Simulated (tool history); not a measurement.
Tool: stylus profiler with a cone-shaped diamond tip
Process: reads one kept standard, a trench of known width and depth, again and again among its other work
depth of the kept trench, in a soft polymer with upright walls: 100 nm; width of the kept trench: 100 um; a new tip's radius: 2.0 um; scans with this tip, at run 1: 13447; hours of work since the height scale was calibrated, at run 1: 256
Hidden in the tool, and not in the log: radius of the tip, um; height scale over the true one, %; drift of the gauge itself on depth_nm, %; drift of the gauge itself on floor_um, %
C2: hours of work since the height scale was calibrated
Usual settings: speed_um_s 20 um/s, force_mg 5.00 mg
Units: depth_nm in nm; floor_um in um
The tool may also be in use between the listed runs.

Run 1, hour 0.0: usual settings; scans with this tip 13447; C2 256. Result: depth_nm 101.11 nm, floor_um 98.15 um.
Run 2, hour 109.0: usual settings; scans with this tip 14370; C2 339. Result: depth_nm 101.11 nm, floor_um 98.18 um.
Run 3, hour 194.1: usual settings but force_mg 4.49 mg; scans with this tip 15092; C2 403. Result: depth_nm 101.08 nm, floor_um 98.10 um.
Run 4, hour 249.2: usual settings but force_mg 2.97 mg; scans with this tip 15558; C2 445. Result: depth_nm 100.87 nm, floor_um 98.07 um.
Run 5, hour 361.4: usual settings but force_mg 2.97 mg; scans with this tip 16510; C2 530. Result: depth_nm 100.94 nm, floor_um 98.04 um.
Run 6, hour 425.1: usual settings but speed_um_s 64 um/s; scans with this tip 17049; C2 578. Result: depth_nm 101.23 nm, floor_um 97.91 um.
Run 7, hour 497.4: usual settings but speed_um_s 64 um/s; scans with this tip 17662; C2 633. Result: depth_nm 101.30 nm, floor_um 97.87 um.
Run 8, hour 560.0: usual settings but speed_um_s 64 um/s; scans with this tip 18193; C2 681. Result: depth_nm 101.28 nm, floor_um 97.76 um.
Run 9, hour 642.6: usual settings but speed_um_s 64 um/s; scans with this tip 18893; C2 743. Result: depth_nm 101.30 nm, floor_um 97.80 um.
Run 10, hour 743.9: usual settings; scans with this tip 19751; C2 820. Result: depth_nm 101.38 nm, floor_um 97.94 um.
Run 11, hour 845.8: usual settings; scans with this tip 20615; C2 897. Result: depth_nm 101.39 nm, floor_um 97.94 um.
At hour 861.3: new tip fitted, height scale calibrated.
Run 12, hour 945.6: usual settings; scans with this tip 715; C2 64. Result: depth_nm 100.99 nm, floor_um 98.58 um.
Run 13, hour 1075.8: usual settings but speed_um_s 6 um/s, force_mg 6.47 mg; scans with this tip 1818; C2 163. Result: depth_nm 101.21 nm, floor_um 98.61 um.
At hour 1088.8: height scale calibrated on a step standard.
Run 14, hour 1161.6: usual settings but speed_um_s 49 um/s, force_mg 6.47 mg; scans with this tip 2541; C2 55. Result: depth_nm 101.26 nm, floor_um 98.45 um.
Run 15, hour 1258.2: usual settings but speed_um_s 49 um/s, force_mg 6.47 mg; scans with this tip 3359; C2 128. Result: depth_nm 101.28 nm, floor_um 98.48 um.
At hour 1352.9: height scale calibrated on a step standard, once more.
Run 16, hour 1375.6: usual settings but speed_um_s 19 um/s, force_mg 9.01 mg; scans with this tip 4350; C2 17. Result: depth_nm 101.47 nm, floor_um 98.47 um.
Run 17, hour 1492.6: usual settings but speed_um_s 19 um/s, force_mg 9.01 mg; scans with this tip 5342; C2 106. Result: depth_nm 101.52 nm, floor_um 98.52 um.
Run 18, hour 1622.5: usual settings but speed_um_s 26 um/s, force_mg 12.77 mg; scans with this tip 6443; C2 204. Result: depth_nm 101.92 nm, floor_um 98.44 um.
Run 19, hour 1747.5: usual settings but speed_um_s 9 um/s, force_mg 3.55 mg; scans with this tip 7502; C2 299. Result: depth_nm 100.94 nm, floor_um 98.39 um.
Run 20, hour 1849.9: usual settings but speed_um_s 76 um/s, force_mg 2.30 mg; scans with this tip 8370; C2 377. Result: depth_nm 100.78 nm, floor_um 98.00 um.
Run 21, hour 1979.9: usual settings but speed_um_s 76 um/s, force_mg 2.30 mg; scans with this tip 9472; C2 475. Result: depth_nm 100.85 nm, floor_um 97.94 um.
Run 22, hour 2103.6: usual settings but speed_um_s 48 um/s, force_mg 7.79 mg; scans with this tip 10520; C2 569. Result: depth_nm 101.62 nm, floor_um 98.18 um.
Run 23, hour 2198.1: usual settings but speed_um_s 48 um/s, force_mg 7.79 mg; scans with this tip 11321; C2 641. Result: depth_nm 101.67 nm, floor_um 98.13 um.

Some steps in depth_nm between neighbouring runs. How much of each would the tool show without its hidden state too (settings, what came in, random variation), and how much is left for the hidden state, with any gauge scatter that isn't in both results?
Run 11 -> 12: new tip fitted, height scale calibrated. depth_nm -0.40 nm: hidden state -0.41, all else +0.01.
Run 15 -> 16: speed_um_s 49 -> 19, force_mg 6.47 -> 9.01, height scale calibrated on a step standard, once more. depth_nm +0.19 nm: hidden state -0.12, all else +0.31.
Run 18 -> 19: speed_um_s 26 -> 9, force_mg 12.77 -> 3.55. depth_nm -0.98 nm: hidden state +0.05, all else -1.03.
Run 21 -> 22: speed_um_s 76 -> 48, force_mg 2.30 -> 7.79. depth_nm +0.77 nm: hidden state +0.03, all else +0.74.

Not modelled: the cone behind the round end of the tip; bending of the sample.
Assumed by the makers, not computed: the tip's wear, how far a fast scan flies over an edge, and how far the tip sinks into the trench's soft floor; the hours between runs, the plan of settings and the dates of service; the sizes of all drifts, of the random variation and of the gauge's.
